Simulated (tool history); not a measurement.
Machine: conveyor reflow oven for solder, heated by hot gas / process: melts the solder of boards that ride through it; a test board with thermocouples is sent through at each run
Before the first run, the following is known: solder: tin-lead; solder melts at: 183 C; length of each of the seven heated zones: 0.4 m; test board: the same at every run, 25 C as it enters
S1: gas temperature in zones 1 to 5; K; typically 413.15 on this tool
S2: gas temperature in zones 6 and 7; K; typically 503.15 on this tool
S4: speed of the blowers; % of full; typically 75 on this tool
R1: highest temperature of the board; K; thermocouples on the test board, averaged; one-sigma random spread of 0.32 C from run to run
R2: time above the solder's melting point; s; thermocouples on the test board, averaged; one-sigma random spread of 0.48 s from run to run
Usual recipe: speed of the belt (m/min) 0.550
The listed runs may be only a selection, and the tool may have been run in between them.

{"run": 1, "hour": 0.0, "S1": 413.15, "S2": 503.15, "speed of the belt (m/min)": 0.55, "S4": 75, "R1": 488.25, "R2": 65.4}
{"run": 2, "hour": 10.5, "S1": 413.15, "S2": 503.15, "speed of the belt (m/min)": 0.617, "S4": 75, "R1": 485.35, "R2": 53.5}
{"run": 3, "hour": 17.8, "S1": 413.15, "S2": 503.15, "speed of the belt (m/min)": 0.55, "S4": 80, "R1": 489.35, "R2": 67.1}
{"run": 4, "hour": 27.9, "S1": 413.15, "S2": 503.15, "speed of the belt (m/min)": 0.55, "S4": 80, "R1": 489.25, "R2": 65.9}
{"run": 5, "hour": 38.6, "S1": 413.15, "S2": 503.15, "speed of the belt (m/min)": 0.55, "S4": 80, "R1": 489.75, "R2": 66.0}
{"run": 6, "hour": 45.7, "S1": 413.15, "S2": 503.15, "speed of the belt (m/min)": 0.55, "S4": 75, "R1": 488.05, "R2": 64.6}
{"run": 7, "hour": 52.4, "S1": 413.15, "S2": 513.15, "speed of the belt (m/min)": 0.55, "S4": 75, "R1": 496.85, "R2": 71.5}
{"run": 8, "hour": 61.7, "S1": 399.15, "S2": 503.15, "speed of the belt (m/min)": 0.55, "S4": 75, "R1": 486.05, "R2": 56.3}
{"run": 9, "hour": 73.2, "S1": 413.15, "S2": 503.15, "speed of the belt (m/min)": 0.55, "S4": 75, "R1": 488.35, "R2": 65.1}
{"run": 10, "hour": 80.2, "S1": 413.15, "S2": 503.15, "speed of the belt (m/min)": 0.55, "S4": 56, "R1": 481.75, "R2": 56.6}
{"run": 11, "hour": 86.5, "S1": 413.15, "S2": 503.15, "speed of the belt (m/min)": 0.55, "S4": 56, "R1": 481.65, "R2": 55.1}
{"run": 12, "hour": 94.3, "S1": 413.15, "S2": 503.15, "speed of the belt (m/min)": 0.55, "S4": 56, "R1": 481.25, "R2": 56.2}
{"run": 13, "hour": 104.7, "S1": 413.15, "S2": 503.15, "speed of the belt (m/min)": 0.6, "S4": 56, "R1": 478.45, "R2": 46.0}
{"run": 14, "hour": 113.9, "S1": 413.15, "S2": 503.15, "speed of the belt (m/min)": 0.6, "S4": 56, "R1": 478.15, "R2": 46.4}
{"run": 15, "hour": 120.3, "S1": 413.15, "S2": 503.15, "speed of the belt (m/min)": 0.6, "S4": 56, "R1": 477.75, "R2": 46.4}
{"run": 16, "hour": 125.4, "S1": 413.15, "S2": 503.15, "speed of the belt (m/min)": 0.6, "S4": 56, "R1": 477.35, "R2": 46.1}
{"run": 17, "hour": 131.0, "S1": 413.15, "S2": 503.15, "speed of the belt (m/min)": 0.6, "S4": 56, "R1": 478.35, "R2": 46.2}
{"run": 18, "hour": 136.9, "S1": 404.15, "S2": 503.15, "speed of the belt (m/min)": 0.443, "S4": 56, "R1": 487.05, "R2": 75.2}
{"run": 19, "hour": 148.2, "S1": 404.15, "S2": 503.15, "speed of the belt (m/min)": 0.443, "S4": 56, "R1": 486.75, "R2": 75.3}
{"run": 20, "hour": 155.6, "S1": 404.15, "S2": 503.15, "speed of the belt (m/min)": 0.443, "S4": 56, "R1": 486.95, "R2": 74.5}
{"run": 21, "hour": 160.9, "S1": 404.15, "S2": 503.15, "speed of the belt (m/min)": 0.443, "S4": 56, "R1": 487.05, "R2": 75.4}
{"run": 22, "hour": 171.9, "S1": 413.15, "S2": 495.15, "speed of the belt (m/min)": 0.567, "S4": 75, "R1": 479.55, "R2": 54.5}
{"run": 23, "hour": 179.1, "S1": 401.15, "S2": 516.15, "speed of the belt (m/min)": 0.55, "S4": 65, "R1": 493.05, "R2": 63.5}
{"run": 24, "hour": 188.4, "S1": 401.15, "S2": 510.15, "speed of the belt (m/min)": 0.629, "S4": 65, "R1": 482.35, "R2": 45.1}
{"run": 25, "hour": 196.0, "S1": 401.15, "S2": 510.15, "speed of the belt (m/min)": 0.629, "S4": 65, "R1": 481.95, "R2": 45.2}
{"run": 26, "hour": 207.9, "S1": 413.15, "S2": 511.15, "speed of the belt (m/min)": 0.55, "S4": 61, "R1": 489.95, "R2": 65.7}
{"run": 27, "hour": 214.3, "S1": 413.15, "S2": 511.15, "speed of the belt (m/min)": 0.55, "S4": 61, "R1": 489.75, "R2": 64.8}
{"run": 28, "hour": 221.3, "S1": 413.15, "S2": 509.15, "speed of the belt (m/min)": 0.55, "S4": 75, "R1": 492.15, "R2": 68.3}
{"run": 29, "hour": 230.3, "S1": 403.15, "S2": 509.15, "speed of the belt (m/min)": 0.495, "S4": 75, "R1": 494.05, "R2": 74.5}
{"run": 30, "hour": 237.6, "S1": 413.15, "S2": 503.15, "speed of the belt (m/min)": 0.525, "S4": 75, "R1": 489.25, "R2": 68.4}
{"run": 31, "hour": 249.4, "S1": 413.15, "S2": 503.15, "speed of the belt (m/min)": 0.509, "S4": 75, "R1": 489.55, "R2": 72.2}
{"run": 32, "hour": 256.0, "S1": 413.15, "S2": 503.15, "speed of the belt (m/min)": 0.628, "S4": 75, "R1": 482.85, "R2": 50.5}

Forecast each of these 3 alternatives for the next run:
{"run": "A", "hour": 263.0, "S1": 420.15, "S2": 503.15, "speed of the belt (m/min)": 0.653, "S4": 76, "R1": "?", "R2": "?"}
{"run": "B", "hour": 263.0, "S1": 413.15, "S2": 503.15, "speed of the belt (m/min)": 0.55, "S4": 59, "R1": "?", "R2": "?"}
{"run": "C", "hour": 263.0, "S1": 424.15, "S2": 511.15, "speed of the belt (m/min)": 0.478, "S4": 75, "R1": "?", "R2": "?"}

run=A R1=483.05 R2=51.7
run=B R1=481.75 R2=57.1
run=C R1=499.65 R2=91.9
With the hidden condition removed and each run's random variation left untouched, the same runs would have given:
run=A R1=484.85 R2=53.2
run=B R1=482.95 R2=58.2
run=C R1=500.65 R2=91.5
